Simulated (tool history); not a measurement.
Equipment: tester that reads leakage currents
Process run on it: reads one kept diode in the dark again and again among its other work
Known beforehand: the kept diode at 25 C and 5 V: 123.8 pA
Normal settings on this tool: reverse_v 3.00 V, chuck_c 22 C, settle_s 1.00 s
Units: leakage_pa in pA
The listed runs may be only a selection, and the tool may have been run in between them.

run	day	reverse_v	chuck_c	settle_s	leakage_pa
1	0.000	3.00	22	1.00	79.38
2	4.850	3.00	22	5.10	79.92
3	10.242	3.00	22	5.10	82.09
4	15.454	3.00	22	5.10	83.15
5	25.488	3.00	22	5.10	86.79
6	31.638	3.00	22	5.10	88.85
7	36.133	3.00	22	1.00	91.30
8	41.254	3.00	22	1.00	92.51
9	48.088	3.00	22	1.00	95.22
# day 50.117: chuck's temperature calibrated
10	56.692	3.00	22	1.00	82.03
11	63.708	3.00	22	1.00	84.75
12	73.092	3.00	22	1.00	87.30
13	78.767	3.00	22	1.00	89.26
14	84.546	3.00	22	1.00	90.93
15	94.633	3.00	22	1.00	94.32
# day 100.054: chuck's temperature calibrated
16	102.879	3.00	22	1.00	82.00
# day 108.017: tester calibrated
17	113.471	3.00	22	2.07	84.91
18	123.400	3.00	54	1.00	959.82
19	132.317	3.00	54	3.59	983.69
20	140.621	3.00	54	3.59	1015.12
21	147.533	3.00	54	3.59	1037.87
# day 150.312: chuck's temperature calibrated
22	154.162	9.02	22	1.00	142.08
# day 155.012: probe card cleaned and baked
23	164.879	9.02	22	1.00	134.31
24	171.717	9.02	22	1.00	138.63
25	176.538	9.02	22	1.00	141.14
26	186.788	4.18	57	1.50	1396.06
27	196.375	3.00	22	0.93	92.45
# day 200.200: chuck's temperature calibrated
28	203.408	4.43	57	1.23	1325.97
29	208.046	4.43	57	1.23	1336.51
30	217.083	10.27	57	7.46	1973.80
31	227.596	8.00	43	0.88	693.54
32	235.242	8.00	43	0.88	709.24
33	245.346	8.00	43	0.88	732.22
# day 250.225: chuck's temperature calibrated
34	254.033	16.29	22	1.00	184.07
35	258.875	16.29	22	1.00	187.02
36	264.658	16.29	22	1.00	191.84
37	274.392	3.27	34	5.38	236.18
38	284.096	3.00	28	0.47	148.80
39	293.912	3.00	25	1.00	120.09

Had the tool no unlogged condition, and each run kept its random variation, what would the results have been?
Unlogged tool condition in this case: stray current of the dirty probe card, pA a volt; current scale over the true one, %; true chuck temperature over the reading, C; drift of the gauge itself on leakage_pa, %.
run	leakage_pa
1	78.61
2	77.59
3	77.77
4	77.14
5	77.52
6	77.51
7	78.41
8	77.96
9	78.11
10	78.40
11	78.69
12	78.39
13	78.50
14	78.40
15	78.36
16	78.01
17	77.88
18	892.66
19	890.52
20	896.06
21	896.06
22	128.12
23	127.68
24	127.91
25	127.71
26	1261.35
27	77.96
28	1303.29
29	1296.75
30	1862.20
31	626.20
32	624.60
33	624.10
34	166.88
35	166.43
36	166.71
37	213.66
38	129.20
39	99.82

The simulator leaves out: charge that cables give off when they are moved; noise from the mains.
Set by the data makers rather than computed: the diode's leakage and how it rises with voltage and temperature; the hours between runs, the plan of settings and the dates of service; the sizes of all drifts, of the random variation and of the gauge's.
